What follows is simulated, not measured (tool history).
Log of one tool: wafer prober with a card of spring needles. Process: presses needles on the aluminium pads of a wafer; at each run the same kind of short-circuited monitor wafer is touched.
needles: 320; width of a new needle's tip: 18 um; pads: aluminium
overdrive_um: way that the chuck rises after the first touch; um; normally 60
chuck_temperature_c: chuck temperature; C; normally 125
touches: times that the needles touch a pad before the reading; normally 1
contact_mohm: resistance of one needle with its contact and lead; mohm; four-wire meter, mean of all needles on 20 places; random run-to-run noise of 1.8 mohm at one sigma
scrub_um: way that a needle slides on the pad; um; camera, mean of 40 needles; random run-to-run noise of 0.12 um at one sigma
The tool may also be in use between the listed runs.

Run 1, hour 0.0: usual settings. Result: contact_mohm 191 mohm, scrub_um 9.19 um.
Run 2, hour 7.5: usual settings. Result: contact_mohm 220 mohm, scrub_um 9.24 um.
Run 3, hour 12.9: usual settings. Result: contact_mohm 244 mohm, scrub_um 9.00 um.
Run 4, hour 20.3: usual settings. Result: contact_mohm 285 mohm, scrub_um 9.16 um.
Run 5, hour 25.4: usual settings. Result: contact_mohm 296 mohm, scrub_um 9.05 um.
Run 6, hour 33.9: usual settings. Result: contact_mohm 209 mohm, scrub_um 9.22 um.
Run 7, hour 43.4: usual settings. Result: contact_mohm 242 mohm, scrub_um 9.13 um.
Run 8, hour 50.0: usual settings. Result: contact_mohm 201 mohm, scrub_um 9.00 um.
Run 9, hour 57.3: usual settings. Result: contact_mohm 232 mohm, scrub_um 9.07 um.
Run 10, hour 64.0: usual settings but overdrive_um 77 um. Result: contact_mohm 231 mohm, scrub_um 11.85 um.
Run 11, hour 73.2: usual settings. Result: contact_mohm 237 mohm, scrub_um 8.95 um.
Run 12, hour 80.7: usual settings. Result: contact_mohm 201 mohm, scrub_um 9.17 um.
Run 13, hour 85.3: usual settings. Result: contact_mohm 219 mohm, scrub_um 8.95 um.
Run 14, hour 92.9: usual settings. Result: contact_mohm 248 mohm, scrub_um 8.88 um.
Run 15, hour 98.8: usual settings. Result: contact_mohm 209 mohm, scrub_um 8.79 um.
Run 16, hour 106.5: usual settings. Result: contact_mohm 240 mohm, scrub_um 9.18 um.
Run 17, hour 112.2: usual settings but chuck_temperature_c 65 C. Result: contact_mohm 252 mohm, scrub_um 9.01 um.
Run 18, hour 122.6: usual settings but chuck_temperature_c 29 C, touches 2. Result: contact_mohm 205 mohm, scrub_um 9.00 um.
Run 19, hour 130.0: usual settings but chuck_temperature_c 29 C, touches 2. Result: contact_mohm 176 mohm, scrub_um 9.00 um.
Run 20, hour 138.6: usual settings but chuck_temperature_c 37 C, touches 2. Result: contact_mohm 206 mohm, scrub_um 8.91 um.
Run 21, hour 149.0: usual settings but overdrive_um 54 um. Result: contact_mohm 223 mohm, scrub_um 7.97 um.
Run 22, hour 155.9: usual settings but overdrive_um 65 um, chuck_temperature_c 80 C, touches 2. Result: contact_mohm 210 mohm, scrub_um 9.69 um.
Run 23, hour 161.4: usual settings but overdrive_um 65 um, chuck_temperature_c 80 C, touches 2. Result: contact_mohm 186 mohm, scrub_um 9.86 um.
Run 24, hour 168.4: usual settings but overdrive_um 63 um, chuck_temperature_c 33 C, touches 3. Result: contact_mohm 187 mohm, scrub_um 9.11 um.
Run 25, hour 178.5: usual settings but overdrive_um 63 um, chuck_temperature_c 50 C. Result: contact_mohm 185 mohm, scrub_um 9.46 um.
Run 26, hour 185.0: usual settings but overdrive_um 53 um, chuck_temperature_c 119 C, touches 2. Result: contact_mohm 223 mohm, scrub_um 7.89 um.
Run 27, hour 193.7: usual settings but overdrive_um 72 um, chuck_temperature_c 119 C, touches 2. Result: contact_mohm 193 mohm, scrub_um 10.98 um.
Run 28, hour 204.4: usual settings but overdrive_um 72 um, chuck_temperature_c 119 C, touches 2. Result: contact_mohm 214 mohm, scrub_um 10.70 um.
Run 29, hour 211.9: usual settings but overdrive_um 72 um, chuck_temperature_c 119 C, touches 2. Result: contact_mohm 195 mohm, scrub_um 10.73 um.
Run 30, hour 220.0: usual settings but overdrive_um 62 um, chuck_temperature_c 119 C. Result: contact_mohm 240 mohm, scrub_um 9.06 um.
Run 31, hour 229.0: usual settings but overdrive_um 62 um, chuck_temperature_c 119 C. Result: contact_mohm 213 mohm, scrub_um 9.20 um.
Run 32, hour 237.6: usual settings but overdrive_um 66 um, chuck_temperature_c 93 C. Result: contact_mohm 235 mohm, scrub_um 9.80 um.
Run 33, hour 247.8: usual settings but chuck_temperature_c 98 C. Result: contact_mohm 222 mohm, scrub_um 8.85 um.

The log once held 15 entries between its listed runs, left out of this copy. Where does each go, and what is different about the tool's unlogged condition between the listed run before it and the listed run after it?
In the gap between runs 3 and 4: tips cleaned on abrasive film (hour 16.3)
  debris on the tips, nm: 59 -> 98.3; way that the needles fall short of the set height, um: 1.99 -> 2.45; tips' diameter, um: 18.7 -> 19.17
  what was measured, less what the result would be without the hidden state, contact_mohm: +55 -> +96 mohm; scrub_um: -0.31 -> -0.39 um
In the gap between runs 5 and 6: tips cleaned on abrasive film (hour 32.9)
  debris on the tips, nm: 104.8 -> 13.1; way that the needles fall short of the set height, um: 2.45 -> 2.55; tips' diameter, um: 19.17 -> 19.2
  what was measured, less what the result would be without the hidden state, contact_mohm: +103 -> +15 mohm; scrub_um: -0.38 -> -0.41 um
In the gap between runs 7 and 8: tips cleaned on abrasive film (hour 49.0)
  debris on the tips, nm: 52.4 -> 9.7; way that the needles fall short of the set height, um: 2.55 -> 2.68; tips' diameter, um: 19.2 -> 19.25
  what was measured, less what the result would be without the hidden state, contact_mohm: +53 -> +11 mohm; scrub_um: -0.40 -> -0.42 um
In the gap between runs 10 and 11: tips cleaned on abrasive film (hour 65.4)
  debris on the tips, nm: 66.2 -> 43.3; way that the needles fall short of the set height, um: 2.68 -> 2.77; tips' diameter, um: 19.25 -> 19.28
  what was measured, less what the result would be without the hidden state, contact_mohm: +43 -> +45 mohm; scrub_um: -0.43 -> -0.43 um
In the gap between runs 11 and 12: tips cleaned on abrasive film, once more (hour 80.6)
  debris on the tips, nm: 43.3 -> 8.2; way that the needles fall short of the set height, um: 2.77 -> 2.87; tips' diameter, um: 19.28 -> 19.32
  what was measured, less what the result would be without the hidden state, contact_mohm: +45 -> +11 mohm; scrub_um: -0.43 -> -0.45 um
In the gap between runs 14 and 15: tips cleaned on abrasive film (hour 96.9)
  debris on the tips, nm: 57.7 -> 17.1; way that the needles fall short of the set height, um: 2.87 -> 3.01; tips' diameter, um: 19.32 -> 19.37
  what was measured, less what the result would be without the hidden state, contact_mohm: +58 -> +20 mohm; scrub_um: -0.44 -> -0.47 um
In the gap between runs 17 and 18: tips cleaned on abrasive film (hour 112.8)
  debris on the tips, nm: 66.5 -> 48.2; way that the needles fall short of the set height, um: 3.01 -> 3.11; tips' diameter, um: 19.37 -> 19.4
  what was measured, less what the result would be without the hidden state, contact_mohm: +75 -> +36 mohm; scrub_um: -0.47 -> -0.49 um
In the gap between runs 18 and 19: tips cleaned on abrasive film (hour 129.2)
  debris on the tips, nm: 48.2 -> 6.7; way that the needles fall short of the set height, um: 3.11 -> 3.21; tips' diameter, um: 19.4 -> 19.44
  what was measured, less what the result would be without the hidden state, contact_mohm: +36 -> +7 mohm; scrub_um: -0.49 -> -0.50 um
In the gap between runs 20 and 21: tips cleaned on abrasive film (hour 145.1)
  debris on the tips, nm: 44.4 -> 24.4; way that the needles fall short of the set height, um: 3.21 -> 3.33; tips' diameter, um: 19.44 -> 19.48
  what was measured, less what the result would be without the hidden state, contact_mohm: +33 -> +34 mohm; scrub_um: -0.50 -> -0.53 um
In the gap between runs 22 and 23: tips cleaned on abrasive film (hour 161.3)
  debris on the tips, nm: 51.9 -> 6.8; way that the needles fall short of the set height, um: 3.33 -> 3.43; tips' diameter, um: 19.48 -> 19.51
  what was measured, less what the result would be without the hidden state, contact_mohm: +31 -> +6 mohm; scrub_um: -0.52 -> -0.53 um
In the gap between runs 24 and 25: tips cleaned on abrasive film (hour 177.7)
  debris on the tips, nm: 38.1 -> 8.9; way that the needles fall short of the set height, um: 3.43 -> 3.57; tips' diameter, um: 19.51 -> 19.56
  what was measured, less what the result would be without the hidden state, contact_mohm: +17 -> +12 mohm; scrub_um: -0.54 -> -0.56 um
In the gap between runs 26 and 27: tips cleaned on abrasive film (hour 193.7)
  debris on the tips, nm: 38.8 -> 8.1; way that the needles fall short of the set height, um: 3.57 -> 3.67; tips' diameter, um: 19.56 -> 19.6
  what was measured, less what the result would be without the hidden state, contact_mohm: +35 -> +6 mohm; scrub_um: -0.57 -> -0.58 um
In the gap between runs 28 and 29: tips cleaned on abrasive film (hour 210.3)
  debris on the tips, nm: 54 -> 16; way that the needles fall short of the set height, um: 3.67 -> 3.78; tips' diameter, um: 19.6 -> 19.63
  what was measured, less what the result would be without the hidden state, contact_mohm: +26 -> +10 mohm; scrub_um: -0.58 -> -0.60 um
In the gap between runs 30 and 31: tips cleaned on abrasive film (hour 226.5)
  debris on the tips, nm: 49.8 -> 21.4; way that the needles fall short of the set height, um: 3.78 -> 3.93; tips' diameter, um: 19.63 -> 19.69
  what was measured, less what the result would be without the hidden state, contact_mohm: +52 -> +24 mohm; scrub_um: -0.59 -> -0.63 um
In the gap between runs 32 and 33: tips cleaned on abrasive film (hour 242.7)
  debris on the tips, nm: 53 -> 31.4; way that the needles fall short of the set height, um: 3.93 -> 4.03; tips' diameter, um: 19.69 -> 19.72
  what was measured, less what the result would be without the hidden state, contact_mohm: +52 -> +38 mohm; scrub_um: -0.62 -> -0.63 um

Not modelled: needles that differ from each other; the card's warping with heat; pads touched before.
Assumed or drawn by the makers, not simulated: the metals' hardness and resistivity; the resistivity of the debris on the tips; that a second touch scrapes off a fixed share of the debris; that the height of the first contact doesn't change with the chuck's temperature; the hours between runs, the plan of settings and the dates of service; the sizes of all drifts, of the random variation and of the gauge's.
